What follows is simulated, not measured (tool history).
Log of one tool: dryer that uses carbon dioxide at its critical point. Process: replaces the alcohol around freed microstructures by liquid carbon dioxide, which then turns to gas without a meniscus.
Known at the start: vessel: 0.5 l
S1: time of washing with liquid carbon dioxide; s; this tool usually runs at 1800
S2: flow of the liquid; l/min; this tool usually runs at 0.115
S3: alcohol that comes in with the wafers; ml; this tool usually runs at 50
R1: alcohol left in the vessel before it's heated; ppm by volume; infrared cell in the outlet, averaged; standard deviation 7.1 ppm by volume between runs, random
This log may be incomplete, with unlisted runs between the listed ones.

run	hour	S1	S2	S3	R1
1	0	1800	0.115	50	743
2	9.8	1800	0.188	50	38
3	19.6	1800	0.188	50	53
# hour 31: inlet filter changed
4	32.6	1800	0.188	50	22
5	47.9	1800	0.188	50	23
6	63.6	1800	0.157	50	64
7	74.4	1800	0.157	50	66
8	84.9	1800	0.115	50	432
9	104.9	1800	0.115	50	475
10	120.2	1800	0.115	50	501
11	138.8	1800	0.115	75	805
12	148	1800	0.115	75	826
13	158.3	1800	0.115	114	1279
14	169.9	1860	0.115	50	522
15	179.1	1860	0.115	50	547
16	189	1800	0.115	50	656
17	200.9	1140	0.137	50	2183
18	215.8	1140	0.137	50	2292
19	231.7	1680	0.137	50	442
# hour 237.7: inlet filter changed
20	245.5	1680	0.161	65	105
21	255.8	1740	0.103	50	834
22	274.3	1800	0.154	28	75
23	292.5	1320	0.113	46	1819
24	304.4	2220	0.115	50	165
25	319.7	2220	0.115	50	187
26	336.5	1800	0.087	87	3573
27	350.5	1800	0.087	87	3650
28	362.9	2100	0.114	41	273
29	379.1	2100	0.114	41	282
30	392.3	2880	0.076	36	469
31	402	1620	0.076	86	9656

Per-run results on a tool with no hidden state, each run keeping its own random variation:
The hidden state here: flow that reaches the vessel past the clogged filter, %; alcohol in the recycled carbon dioxide, ppm; drift of the gauge itself on alcohol_ppm, %.
run	R1
1	333
2	8
3	20
4	9
5	7
6	40
7	39
8	331
9	339
10	335
11	505
12	499
13	750
14	281
15	280
16	331
17	1275
18	1275
19	166
20	63
21	735
22	28
23	1498
24	84
25	92
26	2579
27	2510
28	126
29	116
30	212
31	6398
